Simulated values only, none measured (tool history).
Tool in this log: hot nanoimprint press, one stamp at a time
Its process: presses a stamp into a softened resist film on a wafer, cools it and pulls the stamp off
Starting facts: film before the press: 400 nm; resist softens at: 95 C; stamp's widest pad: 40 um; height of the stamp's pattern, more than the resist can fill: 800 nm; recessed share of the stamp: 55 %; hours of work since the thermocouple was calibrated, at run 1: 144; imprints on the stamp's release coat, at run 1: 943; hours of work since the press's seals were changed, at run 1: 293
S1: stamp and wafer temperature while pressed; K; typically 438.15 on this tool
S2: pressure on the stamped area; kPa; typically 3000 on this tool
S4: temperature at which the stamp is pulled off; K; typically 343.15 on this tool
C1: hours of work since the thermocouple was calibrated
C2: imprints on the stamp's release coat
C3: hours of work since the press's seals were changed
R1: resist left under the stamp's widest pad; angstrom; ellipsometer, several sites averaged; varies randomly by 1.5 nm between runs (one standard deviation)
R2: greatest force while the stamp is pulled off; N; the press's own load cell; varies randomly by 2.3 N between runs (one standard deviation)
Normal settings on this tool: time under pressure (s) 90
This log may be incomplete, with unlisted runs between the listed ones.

run 1 hour=0.0 | S1=438.15 S2=3000 time_under_pressure_(s)=90 S4=343.15 | C1=144 C2=943 C3=293 | R1=2316 R2=106
run 2 hour=17.3 | S1=438.15 S2=3000 time_under_pressure_(s)=90 S4=343.15 | C1=158 C2=1016 C3=307 | R1=2303 R2=112
run 3 hour=29.2 | S1=434.15 S2=3000 time_under_pressure_(s)=90 S4=343.15 | C1=167 C2=1067 C3=316 | R1=2572 R2=104
run 4 hour=38.9 | S1=438.15 S2=3000 time_under_pressure_(s)=90 S4=331.15 | C1=175 C2=1108 C3=324 | R1=2320 R2=118
run 5 hour=48.0 | S1=438.15 S2=3000 time_under_pressure_(s)=90 S4=331.15 | C1=182 C2=1147 C3=331 | R1=2319 R2=114
run 6 hour=55.5 | S1=438.15 S2=3000 time_under_pressure_(s)=90 S4=331.15 | C1=188 C2=1179 C3=337 | R1=2319 R2=116
run 7 hour=72.7 | S1=438.15 S2=3000 time_under_pressure_(s)=90 S4=331.15 | C1=201 C2=1253 C3=351 | R1=2294 R2=120
run 8 hour=84.2 | S1=438.15 S2=3000 time_under_pressure_(s)=90 S4=331.15 | C1=211 C2=1302 C3=360 | R1=2325 R2=114
run 9 hour=94.0 | S1=438.15 S2=3000 time_under_pressure_(s)=90 S4=331.15 | C1=218 C2=1343 C3=367 | R1=2331 R2=115
run 10 hour=106.2 | S1=438.15 S2=3000 time_under_pressure_(s)=90 S4=331.15 | C1=228 C2=1395 C3=377 | R1=2334 R2=118
run 11 hour=119.7 | S1=438.15 S2=3000 time_under_pressure_(s)=90 S4=343.15 | C1=238 C2=1453 C3=388 | R1=2315 R2=105
run 12 hour=136.3 | S1=438.15 S2=3000 time_under_pressure_(s)=90 S4=343.15 | C1=252 C2=1524 C3=401 | R1=2327 R2=106
run 13 hour=149.2 | S1=438.15 S2=3000 time_under_pressure_(s)=90 S4=343.15 | C1=262 C2=1579 C3=411 | R1=2318 R2=104
run 14 hour=159.9 | S1=438.15 S2=4060 time_under_pressure_(s)=90 S4=343.15 | C1=270 C2=1624 C3=419 | R1=1991 R2=105

Estimate the outcome of run 15 from the log above:
run 15 hour=172.8 | S1=438.15 S2=3000 time_under_pressure_(s)=90 S4=332.15 | C1=280 C2=1679 C3=429 | R1=? R2=?

Run 15 came out at R1 2283 angstrom, R2 114 N.
Minus the tool's unlogged condition, the same run would have read R1 2281 angstrom, R2 112 N.

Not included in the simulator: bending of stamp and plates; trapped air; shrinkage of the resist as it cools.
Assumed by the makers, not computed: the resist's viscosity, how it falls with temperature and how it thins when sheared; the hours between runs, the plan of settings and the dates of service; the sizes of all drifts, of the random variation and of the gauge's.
